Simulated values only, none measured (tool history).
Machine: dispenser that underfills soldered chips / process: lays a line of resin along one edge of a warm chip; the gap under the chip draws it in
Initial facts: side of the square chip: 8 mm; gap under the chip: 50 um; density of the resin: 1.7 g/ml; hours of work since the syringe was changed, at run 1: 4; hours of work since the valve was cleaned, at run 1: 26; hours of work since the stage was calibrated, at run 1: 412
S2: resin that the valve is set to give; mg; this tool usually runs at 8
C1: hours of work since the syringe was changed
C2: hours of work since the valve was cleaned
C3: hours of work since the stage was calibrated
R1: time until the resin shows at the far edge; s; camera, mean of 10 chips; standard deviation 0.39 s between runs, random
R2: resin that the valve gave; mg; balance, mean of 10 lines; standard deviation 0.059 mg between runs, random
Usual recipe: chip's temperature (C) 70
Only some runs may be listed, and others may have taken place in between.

{"run": 1, "hour": 0.0, "chip's temperature (C)": 70, "S2": 8, "C1": 4, "C2": 26, "C3": 412, "R1": 34, "R2": 7.96}
{"hour": 6.1, "done": "new syringe of resin"}
{"run": 2, "hour": 15.0, "chip's temperature (C)": 74, "S2": 8, "C1": 6, "C2": 35, "C3": 421, "R1": 28.9, "R2": 7.84}
{"hour": 17.9, "done": "new syringe of resin"}
{"run": 3, "hour": 23.1, "chip's temperature (C)": 70, "S2": 9.13, "C1": 3, "C2": 40, "C3": 426, "R1": 33, "R2": 8.66}
{"hour": 29.7, "done": "new syringe of resin"}
{"run": 4, "hour": 34.0, "chip's temperature (C)": 70, "S2": 9.13, "C1": 3, "C2": 47, "C3": 433, "R1": 32.3, "R2": 8.84}
{"hour": 41.6, "done": "new syringe of resin"}
{"run": 5, "hour": 42.1, "chip's temperature (C)": 70, "S2": 9.13, "C1": 0, "C2": 52, "C3": 438, "R1": 28.8, "R2": 8.84}
{"run": 6, "hour": 52.8, "chip's temperature (C)": 70, "S2": 9.9, "C1": 7, "C2": 59, "C3": 445, "R1": 38.6, "R2": 9.46}
{"hour": 53.8, "done": "new syringe of resin"}
{"run": 7, "hour": 61.8, "chip's temperature (C)": 70, "S2": 9.9, "C1": 5, "C2": 64, "C3": 450, "R1": 35.6, "R2": 9.44}
{"hour": 65.8, "done": "new syringe of resin"}
{"run": 8, "hour": 73.8, "chip's temperature (C)": 70, "S2": 9.9, "C1": 5, "C2": 72, "C3": 458, "R1": 36.6, "R2": 9.36}
{"hour": 77.8, "done": "new syringe of resin"}
{"run": 9, "hour": 86.9, "chip's temperature (C)": 61, "S2": 8, "C1": 6, "C2": 80, "C3": 466, "R1": 61.2, "R2": 7.65}
{"hour": 89.7, "done": "new syringe of resin"}
{"run": 10, "hour": 100.8, "chip's temperature (C)": 61, "S2": 8, "C1": 7, "C2": 89, "C3": 475, "R1": 65.2, "R2": 7.55}
{"hour": 101.9, "done": "new syringe of resin"}
{"hour": 113.9, "done": "new syringe of resin"}
{"run": 11, "hour": 114.3, "chip's temperature (C)": 61, "S2": 8, "C1": 0, "C2": 97, "C3": 483, "R1": 49.4, "R2": 7.51}
{"hour": 126.3, "done": "new syringe of resin"}
{"run": 12, "hour": 126.6, "chip's temperature (C)": 61, "S2": 8, "C1": 0, "C2": 104, "C3": 490, "R1": 48.5, "R2": 7.5}
{"run": 13, "hour": 134.1, "chip's temperature (C)": 77, "S2": 7.16, "C1": 5, "C2": 109, "C3": 495, "R1": 26.4, "R2": 6.66}
{"hour": 138.5, "done": "new syringe of resin"}
{"run": 14, "hour": 147.4, "chip's temperature (C)": 77, "S2": 7.16, "C1": 6, "C2": 118, "C3": 504, "R1": 28.6, "R2": 6.56}
{"hour": 151.0, "done": "new syringe of resin"}
{"run": 15, "hour": 159.4, "chip's temperature (C)": 77, "S2": 7.16, "C1": 5, "C2": 125, "C3": 511, "R1": 26.8, "R2": 6.69}
{"hour": 162.5, "done": "dispensing valve cleaned and set on the balance"}
{"hour": 164.1, "done": "new syringe of resin"}
{"run": 16, "hour": 174.3, "chip's temperature (C)": 75, "S2": 8, "C1": 7, "C2": 7, "C3": 520, "R1": 30, "R2": 7.95}
{"hour": 176.4, "done": "new syringe of resin"}
{"run": 17, "hour": 182.2, "chip's temperature (C)": 75, "S2": 8, "C1": 4, "C2": 12, "C3": 525, "R1": 26.9, "R2": 7.9}
{"hour": 189.0, "done": "new syringe of resin"}
{"run": 18, "hour": 198.2, "chip's temperature (C)": 83, "S2": 7.07, "C1": 6, "C2": 22, "C3": 535, "R1": 21.1, "R2": 6.86}
{"hour": 201.5, "done": "new syringe of resin"}
{"run": 19, "hour": 208.8, "chip's temperature (C)": 64, "S2": 8.96, "C1": 5, "C2": 29, "C3": 541, "R1": 50.5, "R2": 8.67}

Alternative continuations, all from the tool just after run 19; predict every row:
{"hour": 213.1, "done": "new syringe of resin"}
{"run": "A", "hour": 221.9, "chip's temperature (C)": 79, "S2": 8, "C1": 6, "C2": 37, "C3": 549, "R1": "?", "R2": "?"}
{"hour": 213.1, "done": "new syringe of resin"}
{"run": "B", "hour": 221.9, "chip's temperature (C)": 61, "S2": 7.63, "C1": 6, "C2": 37, "C3": 549, "R1": "?", "R2": "?"}
{"hour": 213.1, "done": "new syringe of resin"}
{"run": "C", "hour": 221.9, "chip's temperature (C)": 65, "S2": 9.33, "C1": 6, "C2": 37, "C3": 549, "R1": "?", "R2": "?"}

run=A R1=24.7 R2=7.75
run=B R1=65.4 R2=7.49
run=C R1=49.5 R2=9.06
Without the tool's hidden state the same runs would have given:
run=A R1=15.2 R2=7.96
run=B R1=40 R2=7.69
run=C R1=30.4 R2=9.3
